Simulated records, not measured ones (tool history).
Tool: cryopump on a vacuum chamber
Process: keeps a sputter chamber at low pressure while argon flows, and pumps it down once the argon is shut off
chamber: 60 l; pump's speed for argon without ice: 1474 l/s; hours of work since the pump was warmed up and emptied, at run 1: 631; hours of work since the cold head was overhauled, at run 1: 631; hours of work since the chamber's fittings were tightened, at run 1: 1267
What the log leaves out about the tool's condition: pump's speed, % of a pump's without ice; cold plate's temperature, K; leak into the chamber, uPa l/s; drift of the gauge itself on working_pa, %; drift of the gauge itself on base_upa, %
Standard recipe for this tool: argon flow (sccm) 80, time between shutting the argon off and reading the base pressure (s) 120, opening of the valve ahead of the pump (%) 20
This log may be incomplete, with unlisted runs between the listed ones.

| run | hour | argon flow (sccm) | time between shutting the argon off and reading the base pressure (s) | opening of the valve ahead of the pump (%) | hours of work since the pump was warmed up and emptied | hours of work since the cold head was overhauled | hours of work since the chamber's fittings were tightened | pressure while argon flows (Pa) | pressure after the wait (uPa) |
|---|---|---|---|---|---|---|---|---|---|
| 1 | 0.0 | 80 | 120 | 20 | 631 | 631 | 1267 | 0.4841 | 1.76 |
| 2 | 18.8 | 80 | 120 | 20 | 648 | 648 | 1284 | 0.4815 | 1.73 |
| 3 | 30.0 | 80 | 120 | 20 | 657 | 657 | 1294 | 0.4841 | 1.73 |
| 4 | 49.1 | 80 | 120 | 20 | 674 | 674 | 1311 | 0.4836 | 1.75 |
| 5 | 65.4 | 80 | 120 | 20 | 689 | 689 | 1325 | 0.4869 | 1.82 |
| 6 | 84.0 | 80 | 120 | 20 | 705 | 705 | 1341 | 0.4837 | 1.87 |
| 7 | 94.5 | 80 | 120 | 20 | 714 | 714 | 1351 | 0.4840 | 1.91 |
| 8 | 105.0 | 80 | 120 | 20 | 724 | 724 | 1360 | 0.4865 | 1.84 |
| 9 | 118.3 | 80 | 120 | 20 | 736 | 736 | 1372 | 0.4891 | 1.96 |
| 10 | 139.9 | 80 | 120 | 20 | 755 | 755 | 1391 | 0.4853 | 1.92 |
| 11 | 156.0 | 80 | 26 | 20 | 769 | 769 | 1405 | 0.4891 | 3.41 |
| 12 | 170.4 | 80 | 26 | 20 | 782 | 782 | 1418 | 0.4905 | 3.48 |
| 13 | 185.2 | 80 | 26 | 20 | 795 | 795 | 1431 | 0.4891 | 3.53 |
| 14 | 208.4 | 37 | 120 | 20 | 815 | 815 | 1451 | 0.2283 | 1.96 |
| 15 | 223.8 | 37 | 120 | 20 | 829 | 829 | 1465 | 0.2267 | 2.02 |
| 16 | 242.2 | 37 | 120 | 20 | 845 | 845 | 1481 | 0.2272 | 2.04 |
| 17 | 260.4 | 37 | 120 | 20 | 861 | 861 | 1497 | 0.2288 | 2.10 |
| 18 | 272.6 | 37 | 120 | 20 | 872 | 872 | 1508 | 0.2287 | 2.14 |
| 19 | 293.9 | 37 | 120 | 20 | 891 | 891 | 1527 | 0.2292 | 2.12 |
| 20 | 316.2 | 153 | 120 | 20 | 910 | 910 | 1547 | 0.9528 | 2.23 |
| 21 | 334.6 | 153 | 120 | 20 | 927 | 927 | 1563 | 0.9549 | 2.16 |
| 22 | 347.0 | 78 | 22 | 24 | 938 | 938 | 1574 | 0.4123 | 3.90 |
| 23 | 363.1 | 150 | 28 | 24 | 952 | 952 | 1588 | 0.7920 | 3.66 |
| 24 | 373.7 | 53 | 120 | 40 | 961 | 961 | 1598 | 0.1792 | 2.19 |
| 25 | 390.9 | 100 | 120 | 18 | 977 | 977 | 1613 | 0.6910 | 2.22 |
| 26 | 403.6 | 80 | 186 | 23 | 988 | 988 | 1624 | 0.4428 | 2.16 |
| 27 | 421.8 | 80 | 186 | 23 | 1004 | 1004 | 1640 | 0.4424 | 2.19 |
| 28 | 440.3 | 41 | 96 | 56 | 1020 | 1020 | 1656 | 0.1067 | 2.50 |
| 29 | 452.0 | 51 | 185 | 20 | 1031 | 1031 | 1667 | 0.3230 | 2.20 |
| 30 | 471.7 | 51 | 185 | 20 | 1048 | 1048 | 1684 | 0.3221 | 2.24 |
| 31 | 482.1 | 44 | 258 | 34 | 1057 | 1057 | 1693 | 0.1735 | 2.26 |
| 32 | 499.1 | 80 | 84 | 23 | 1072 | 1072 | 1708 | 0.4434 | 2.56 |

Branching from run 32: 3 alternative next runs. What would each branch give?
| A | 512.5 | 48 | 84 | 23 | 1084 | 1084 | 1720 | ? | ? |
| B | 512.5 | 80 | 20 | 20 | 1084 | 1084 | 1720 | ? | ? |
| C | 512.5 | 80 | 25 | 20 | 1084 | 1084 | 1720 | ? | ? |

| run | pressure while argon flows (Pa) | pressure after the wait (uPa) |
|---|---|---|
| A | 0.2693 | 2.72 |
| B | 0.5098 | 4.61 |
| C | 0.5075 | 3.98 |
Had the tool no hidden state, the same runs would have come out as:
| run | pressure while argon flows (Pa) | pressure after the wait (uPa) |
|---|---|---|
| A | 0.2399 | 0.84 |
| B | 0.4606 | 2.74 |
| C | 0.4585 | 2.15 |

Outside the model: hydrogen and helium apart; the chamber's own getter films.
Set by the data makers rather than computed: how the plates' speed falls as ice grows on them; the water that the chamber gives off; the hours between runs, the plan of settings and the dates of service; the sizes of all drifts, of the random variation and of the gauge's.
